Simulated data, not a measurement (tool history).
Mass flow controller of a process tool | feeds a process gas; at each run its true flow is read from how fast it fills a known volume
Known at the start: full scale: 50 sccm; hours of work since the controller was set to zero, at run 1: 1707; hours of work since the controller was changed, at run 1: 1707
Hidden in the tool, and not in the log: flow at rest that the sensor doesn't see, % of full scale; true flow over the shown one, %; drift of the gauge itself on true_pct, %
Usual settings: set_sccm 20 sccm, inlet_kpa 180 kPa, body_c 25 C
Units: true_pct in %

run      day  set_sccm  inlet_kpa  body_c  hours of work since the controller was set to zero  hours of work since the controller was changed  true_pct
  1        0        20        180      25                                                1707                                            1707     96.72
  2   10.825        20        180      25                                                1810                                            1810     96.62
  3   21.229        20        180      25                                                1908                                            1908     96.69
  4   27.571        20        180      25                                                1968                                            1968     96.43
  5   33.704        20        180      25                                                2027                                            2027     96.38
  6   43.108        20        180      30                                                2116                                            2116     96.61
  7   56.967        20        180      25                                                2247                                            2247     96.41
  8   71.612        20        180      25                                                2386                                            2386     96.24
  9   83.133        20        180      25                                                2495                                            2495     96.14
 10   92.454        20        180      25                                                2584                                            2584     96.15
      93.292  -- controller's zero set anew
 11   99.308        20        180      25                                                  57                                            2648     95.24
 12  106.008        41        153      35                                                 121                                            2712     97.99
 13  112.229         6        251      35                                                 180                                            2771     90.38
 14  124.317        15        157      35                                                 294                                            2886     94.73
 15    134.1        15        157      38                                                 387                                            2978     94.81
 16  145.596        32        263      21                                                 496                                            3087     96.42
 17  158.075        32        263      21                                                 614                                            3206     96.47
 18  167.208        32        233      28                                                 701                                            3292     96.74
     174.488  -- controller's zero set anew, once more
 19  179.529        32        233      28                                                  48                                            3409     98.21
 20  187.108        32        233      25                                                 120                                            3481     97.88
 21  194.046        32        233      25                                                 185                                            3547     97.99
 22  202.888         7        148      23                                                 269                                            3630     95.64

4 ways to go on from here, each from the tool as it stands after run 22. What would each give?
  A  211.033         5        157      32                                                 347                                            3708         ?
  B  211.033        20        230      35                                                 347                                            3708         ?
  C  211.033         7        148      20                                                 347                                            3708         ?
  D  211.033        20        146      23                                                 347                                            3708         ?

run  true_pct
  A     95.82
  B     97.59
  C     95.41
  D     96.67
Without the tool's hidden state the same runs would have given:
run  true_pct
  A     97.92
  B     99.13
  C      97.3
  D     98.21

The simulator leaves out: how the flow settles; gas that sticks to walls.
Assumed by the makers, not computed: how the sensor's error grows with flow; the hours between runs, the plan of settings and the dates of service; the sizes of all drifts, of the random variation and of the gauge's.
